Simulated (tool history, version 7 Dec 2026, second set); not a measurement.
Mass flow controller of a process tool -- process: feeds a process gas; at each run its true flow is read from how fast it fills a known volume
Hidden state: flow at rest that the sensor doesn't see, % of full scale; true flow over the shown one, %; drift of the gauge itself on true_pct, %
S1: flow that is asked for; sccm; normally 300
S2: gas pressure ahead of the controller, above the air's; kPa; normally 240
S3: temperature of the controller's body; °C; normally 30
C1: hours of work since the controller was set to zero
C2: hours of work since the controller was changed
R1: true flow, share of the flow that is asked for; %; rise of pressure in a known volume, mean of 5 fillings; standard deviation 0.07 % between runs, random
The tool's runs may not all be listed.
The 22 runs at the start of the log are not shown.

run	hour	S1	S2	S3	C1	C2	R1
23	3504.2	300	240	30	1109	1109	97.21
24	3605.4	422	140	35	1173	1173	98.13
# hour 3812.9: gauge calibrated
25	3822.1	422	140	35	1309	1309	99.83
26	3998.6	422	140	35	1420	1420	99.64
27	4221.0	885	140	26	1559	1559	99.83
28	4398.3	153	214	31	1670	1670	98.44
29	4562.2	622	194	33	1773	1773	99.53
30	4772.5	622	194	31	1905	1905	99.30
31	4877.5	166	240	30	1971	1971	98.12
32	5054.5	475	244	20	2082	2082	97.86
33	5178.0	319	170	25	2159	2159	97.85
34	5272.1	213	263	38	2218	2218	98.51
35	5492.4	137	189	20	2356	2356	96.73
36	5704.1	470	189	20	2489	2489	97.60
37	5801.6	470	189	20	2550	2550	97.47
38	5948.5	470	189	20	2643	2643	97.52
39	6101.7	113	184	23	2739	2739	96.91

Consider 5 possible next runs. They are alternatives, not a sequence: every one starts from the tool as it was left by run 39. What does each give?
A	6270.8	971	215	34	2845	2845	?
B	6270.8	204	144	37	2845	2845	?
C	6270.8	113	144	37	2845	2845	?
D	6270.8	113	231	23	2845	2845	?
E	6270.8	160	162	29	2845	2845	?

run	R1
A	99.36
B	98.36
C	98.28
D	96.60
E	97.51
The same runs, with their run-to-run variation unchanged, on a tool lacking any hidden condition would have given:
run	R1
A	100.53
B	99.50
C	99.42
D	97.72
E	98.64
